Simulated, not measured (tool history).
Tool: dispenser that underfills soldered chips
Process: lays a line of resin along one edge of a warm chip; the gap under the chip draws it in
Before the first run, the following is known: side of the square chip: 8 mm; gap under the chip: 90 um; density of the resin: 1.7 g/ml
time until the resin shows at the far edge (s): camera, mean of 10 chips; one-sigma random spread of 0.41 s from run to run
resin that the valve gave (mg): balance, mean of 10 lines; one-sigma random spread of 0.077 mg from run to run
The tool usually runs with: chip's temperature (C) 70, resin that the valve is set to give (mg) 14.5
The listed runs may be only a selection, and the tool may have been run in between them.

run   hour  chip's temperature (C)  resin that the valve is set to give (mg)  time until the resin shows at the far edge (s)  resin that the valve gave (mg)
  1    0.0                      70                                      14.5                                            46.5                           13.38
       5.4  -- new syringe of resin
  2    8.7                      70                                      14.5                                            39.9                           13.34
      18.6  -- new syringe of resin
  3   19.4                      70                                      17.5                                            33.9                           15.95
  4   27.4                      70                                      17.5                                            49.2                           15.81
      31.6  -- new syringe of resin
  5   36.3                      70                                      17.5                                            41.5                           15.69
  6   42.9                      80                                      14.5                                            35.2                           13.05
      44.3  -- new syringe of resin
  7   51.9                      80                                      16.9                                            28.7                           14.89
      57.5  -- new syringe of resin
  8   63.4                      80                                      14.9                                            26.5                           13.03
      70.9  -- new syringe of resin
  9   73.3                      80                                      14.9                                            23.3                           12.90
 10   79.0                      68                                      18.7                                            52.8                           16.23
      81.0  -- dispensing valve cleaned and set on the balance
      85.2  -- new syringe of resin
 11   86.8                      62                                      18.8                                            51.9                           18.68
 12   92.3                      85                                      16.0                                            21.8                           15.80
 13   97.3                      55                                      13.2                                           134.5                           12.98
      98.3  -- new syringe of resin
 14  105.3                      74                                      15.7                                            37.6                           15.48
     111.7  -- new syringe of resin
 15  115.4                      79                                      13.7                                            27.0                           13.34
     125.1  -- new syringe of resin
 16  128.1                      74                                      15.1                                            30.8                           14.49
     138.0  -- new syringe of resin
 17  138.0                      66                                      16.2                                            40.0                           15.45
 18  144.6                      82                                      13.2                                            26.3                           12.44

Had the tool no unlogged condition, and each run kept its random variation, what would the results have been?
The hidden state here: resin's viscosity, % of fresh resin's; dose that the valve gives, % of what is set; true chip temperature over the reading, C; drift of the gauge itself on fill_s, %; drift of the gauge itself on given_mg, %.
run  time until the resin shows at the far edge (s)  resin that the valve gave (mg)
  1                                            27.2                           14.49
  2                                            28.8                           14.53
  3                                            27.4                           17.52
  4                                            26.8                           17.49
  5                                            27.6                           17.49
  6                                            16.7                           14.63
  7                                            16.7                           16.83
  8                                            16.6                           14.89
  9                                            16.8                           14.86
 10                                            28.9                           18.78
 11                                            40.6                           18.79
 12                                            13.5                           15.98
 13                                            61.9                           13.17
 14                                            22.1                           15.81
 15                                            18.6                           13.73
 16                                            21.9                           15.06
 17                                            32.6                           16.19
 18                                            15.6                           13.11
